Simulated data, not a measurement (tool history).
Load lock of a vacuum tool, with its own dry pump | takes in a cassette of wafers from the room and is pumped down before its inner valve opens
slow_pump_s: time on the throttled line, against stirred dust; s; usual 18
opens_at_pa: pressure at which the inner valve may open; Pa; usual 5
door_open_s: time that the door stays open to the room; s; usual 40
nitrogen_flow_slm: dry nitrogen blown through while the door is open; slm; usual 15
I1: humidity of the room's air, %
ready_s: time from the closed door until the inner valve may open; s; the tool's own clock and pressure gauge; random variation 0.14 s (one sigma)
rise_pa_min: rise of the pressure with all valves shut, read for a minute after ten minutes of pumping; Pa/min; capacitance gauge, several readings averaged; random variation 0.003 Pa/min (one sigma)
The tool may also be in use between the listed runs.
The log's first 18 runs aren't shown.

Run 19, hour 1577.3: usual settings but slow_pump_s 12 s, opens_at_pa 8 Pa, door_open_s 31 s; I1 41.9. Result: ready_s 24.6 s, rise_pa_min 0.196 Pa/min.
Run 20, hour 1644.5: usual settings but slow_pump_s 12 s, opens_at_pa 8 Pa, door_open_s 124 s, nitrogen_flow_slm 43 slm; I1 48.5. Result: ready_s 24.6 s, rise_pa_min 0.201 Pa/min.
Run 21, hour 1707.3: usual settings but slow_pump_s 12 s, opens_at_pa 8 Pa, door_open_s 124 s, nitrogen_flow_slm 43 slm; I1 48.5. Result: ready_s 24.5 s, rise_pa_min 0.204 Pa/min.
Run 22, hour 1763.6: usual settings but slow_pump_s 20 s, opens_at_pa 7 Pa, door_open_s 41 s; I1 47.5. Result: ready_s 31.2 s, rise_pa_min 0.208 Pa/min.
Run 23, hour 1815.9: usual settings but slow_pump_s 16 s, opens_at_pa 9 Pa, door_open_s 41 s; I1 40.1. Result: ready_s 27.7 s, rise_pa_min 0.204 Pa/min.
Run 24, hour 1871.8: usual settings but slow_pump_s 16 s, opens_at_pa 9 Pa, door_open_s 41 s; I1 45.0. Result: ready_s 27.7 s, rise_pa_min 0.218 Pa/min.
Run 25, hour 1926.9: usual settings but slow_pump_s 16 s, opens_at_pa 9 Pa, door_open_s 42 s; I1 44.6. Result: ready_s 27.7 s, rise_pa_min 0.213 Pa/min.
Run 26, hour 2049.9: usual settings but opens_at_pa 7 Pa, nitrogen_flow_slm 6 slm; I1 45.6. Result: ready_s 29.9 s, rise_pa_min 0.231 Pa/min.
Run 27, hour 2161.5: usual settings but slow_pump_s 32 s, door_open_s 129 s, nitrogen_flow_slm 4 slm; I1 44.3. Result: ready_s 42.0 s, rise_pa_min 0.267 Pa/min.
Run 28, hour 2268.6: usual settings but slow_pump_s 35 s, opens_at_pa 7 Pa, door_open_s 128 s, nitrogen_flow_slm 32 slm; I1 48.6. Result: ready_s 43.7 s, rise_pa_min 0.225 Pa/min.
Run 29, hour 2346.5: usual settings but nitrogen_flow_slm 26 slm; I1 45.9. Result: ready_s 30.5 s, rise_pa_min 0.227 Pa/min.
Run 30, hour 2462.8: usual settings but nitrogen_flow_slm 26 slm; I1 44.2. Result: ready_s 30.3 s, rise_pa_min 0.233 Pa/min.
Run 31, hour 2524.6: usual settings but nitrogen_flow_slm 26 slm; I1 43.5. Result: ready_s 30.5 s, rise_pa_min 0.233 Pa/min.

Forecast each of these 4 alternatives for the next run:
Run A, hour 2607.2: usual settings but opens_at_pa 8 Pa, nitrogen_flow_slm 29 slm; I1 41.3. Result: ready_s ?, rise_pa_min ?.
Run B, hour 2607.2: usual settings but opens_at_pa 8 Pa, door_open_s 220 s, nitrogen_flow_slm 26 slm; I1 43.8. Result: ready_s ?, rise_pa_min ?.
Run C, hour 2607.2: usual settings but slow_pump_s 16 s, nitrogen_flow_slm 30 slm; I1 43.6. Result: ready_s ?, rise_pa_min ?.
Run D, hour 2607.2: usual settings but slow_pump_s 11 s, door_open_s 41 s, nitrogen_flow_slm 6 slm; I1 46.9. Result: ready_s ?, rise_pa_min ?.

run  ready_s  rise_pa_min
  A     29.7        0.234
  B     29.8        0.260
  C     28.8        0.233
  D     24.9        0.257
Without the tool's hidden state the same runs would have given:
run  ready_s  rise_pa_min
  A     29.4        0.030
  B     29.5        0.051
  C     28.4        0.029
  D     24.5        0.051
